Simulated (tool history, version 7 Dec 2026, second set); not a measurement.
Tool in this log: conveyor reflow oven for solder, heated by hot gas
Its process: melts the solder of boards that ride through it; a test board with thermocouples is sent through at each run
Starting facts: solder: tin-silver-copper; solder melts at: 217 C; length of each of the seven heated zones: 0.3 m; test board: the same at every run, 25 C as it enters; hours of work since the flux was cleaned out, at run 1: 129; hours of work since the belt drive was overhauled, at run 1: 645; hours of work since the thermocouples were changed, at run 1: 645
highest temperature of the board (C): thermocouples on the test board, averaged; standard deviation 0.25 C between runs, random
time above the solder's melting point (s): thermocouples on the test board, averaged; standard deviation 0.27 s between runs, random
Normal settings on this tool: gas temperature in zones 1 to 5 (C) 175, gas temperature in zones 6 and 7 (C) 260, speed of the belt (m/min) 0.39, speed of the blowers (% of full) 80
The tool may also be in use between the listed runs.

run    day  gas temperature in zones 1 to 5 (C)  gas temperature in zones 6 and 7 (C)  speed of the belt (m/min)  speed of the blowers (% of full)  hours of work since the flux was cleaned out  hours of work since the belt drive was overhauled  hours of work since the thermocouples were changed  highest temperature of the board (C)  time above the solder's melting point (s)
  1      0                                  175                                   260                       0.39                                80                                           129                                                645                                                 645                                   242                                       58.7
  2  0.783                                  175                                   260                       0.39                                80                                           142                                                658                                                 658                                 241.7                                       59.9
  3  2.212                                  175                                   260                       0.39                                80                                           167                                                682                                                 682                                 241.6                                       58.1
  4  3.017                                  175                                   260                       0.39                                80                                           180                                                696                                                 696                                 241.9                                       58.5
  5  3.846                                  175                                   260                      0.422                                80                                           195                                                710                                                 710                                 239.1                                       49.6
  6  4.733                                  175                                   260                      0.422                                80                                           210                                                726                                                 726                                 238.6                                       49.4
  7  5.675                                  175                                   256                      0.422                                80                                           226                                                742                                                 742                                 235.6                                       45.3
  8  6.967                                  175                                   260                       0.39                                72                                           248                                                764                                                 764                                 239.9                                       55.7
  9  8.088                                  175                                   250                       0.39                                72                                           267                                                783                                                 783                                 231.5                                       42.8

Run 10 comes next. What will it give?
     8.942  -- flux residue cleaned out of gas plates and filters
 10  9.121                                  180                                   250                       0.39                                81                                             3                                                797                                                 797                                     ?                                          ?

highest temperature of the board (C): 234.9
time above the solder's melting point (s): 53.3
Take away the tool's hidden state, keep the run-to-run variation as it was, and the same run would have given highest temperature of the board (C) 236.8, time above the solder's melting point (s) 55.1.
